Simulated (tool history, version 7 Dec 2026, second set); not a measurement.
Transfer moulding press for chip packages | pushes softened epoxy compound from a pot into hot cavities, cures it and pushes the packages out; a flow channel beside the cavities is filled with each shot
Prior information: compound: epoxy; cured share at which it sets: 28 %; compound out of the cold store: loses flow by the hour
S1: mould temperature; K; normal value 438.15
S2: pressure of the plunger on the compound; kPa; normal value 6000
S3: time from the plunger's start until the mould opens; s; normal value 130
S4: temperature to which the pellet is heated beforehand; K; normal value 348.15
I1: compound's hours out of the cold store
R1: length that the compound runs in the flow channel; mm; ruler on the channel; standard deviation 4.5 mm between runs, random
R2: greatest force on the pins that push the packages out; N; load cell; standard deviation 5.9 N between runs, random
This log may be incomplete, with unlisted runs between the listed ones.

run	hour	S1	S2	S3	S4	I1	R1	R2
1	0	438.15	6000	130	348.15	44.6	449	318
2	10.8	438.15	6000	130	348.15	14.5	525	327
3	18.2	438.15	6000	130	348.15	47.3	430	320
4	24.6	438.15	6000	130	348.15	39.9	459	309
5	36.4	438.15	6000	130	348.15	27.2	487	333
# hour 42.1: cavities cleaned with cleaning compound and waxed
6	48.3	432.15	6000	130	348.15	33.7	488	308
7	57	432.15	6000	130	348.15	21.6	523	333
8	64.1	437.15	6020	130	352.15	20.8	498	257
9	76.6	437.15	6020	130	352.15	33.9	469	265
10	90	436.15	6020	136	352.15	28.8	491	297
11	101.7	436.15	6020	136	352.15	42.3	451	303
12	112.1	438.15	6020	136	352.15	27.4	485	298
13	118.6	446.15	6000	130	353.15	30.1	460	286

Measured less the same run without the tool's hidden state. The same run-to-run variation is in both; the gauge's scatter may not be:
Hidden conditions of the tool in this case: true mould temperature over the reading, C; pressure that reaches the compound, % of what is set; grip of the stained cavities, % over clean ones'; drift of the gauge itself on flow_mm, %; drift of the gauge itself on push_out_n, %.
run	R1	R2
1	-17	+99
2	-20	+110
3	-17	+109
4	-18	+108
5	-20	+123
6	-21	+18
7	-23	+36
8	-22	+39
9	-21	+54
10	-23	+71
11	-22	+81
12	-24	+85
13	-23	+88

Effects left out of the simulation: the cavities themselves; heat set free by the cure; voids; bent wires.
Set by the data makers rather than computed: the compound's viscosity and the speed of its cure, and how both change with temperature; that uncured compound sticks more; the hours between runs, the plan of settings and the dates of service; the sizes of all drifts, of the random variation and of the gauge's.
